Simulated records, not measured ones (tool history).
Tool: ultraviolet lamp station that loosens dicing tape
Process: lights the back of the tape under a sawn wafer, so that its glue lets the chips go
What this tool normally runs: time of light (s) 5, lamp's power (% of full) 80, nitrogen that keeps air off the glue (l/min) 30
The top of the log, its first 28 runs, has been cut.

run,hour,time of light (s),lamp's power (% of full),nitrogen that keeps air off the glue (l/min),hours of work of the lamp,hours of work since the window was cleaned,force that peels the tape off (N),light that reached the tape (mJ/cm2)
29,427.8,5,95,11,489,242,1.391,392
30,443.5,8,95,14,501,254,0.469,610
31,452.7,8,95,14,508,261,0.467,602
32,469.9,8,95,14,521,274,0.474,600
33,484.9,2,64,30,532,285,4.286,100
34,502.8,2,72,35,546,299,3.891,113
35,512.5,2,72,35,553,306,3.778,112
36,530.1,6,66,30,567,320,1.172,299
37,548.1,6,81,30,580,333,0.801,367
38,564,8,63,22,592,345,0.922,372
39,576.6,5,81,11,602,355,1.955,294
40,586.3,5,72,11,609,362,2.478,263
# hour 590.5: window cleaned of glue's vapour
41,602.7,5,97,30,621,9,0.743,374
42,615.5,5,62,30,631,19,1.715,241

Branching from run 42: 4 alternative next runs. What would each branch give?
A,630.1,7,80,11,642,30,?,?
B,630.1,5,62,30,642,30,?,?
C,630.1,6,74,13,642,30,?,?
D,630.1,5,80,42,642,30,?,?

run,force that peels the tape off (N),light that reached the tape (mJ/cm2)
A,1.122,428
B,1.815,239
C,1.557,339
D,0.938,303
With the hidden condition removed and each run's random variation left untouched, the same runs would have given:
run,force that peels the tape off (N),light that reached the tape (mJ/cm2)
A,0.526,620
B,0.943,346
C,0.781,493
D,0.434,441
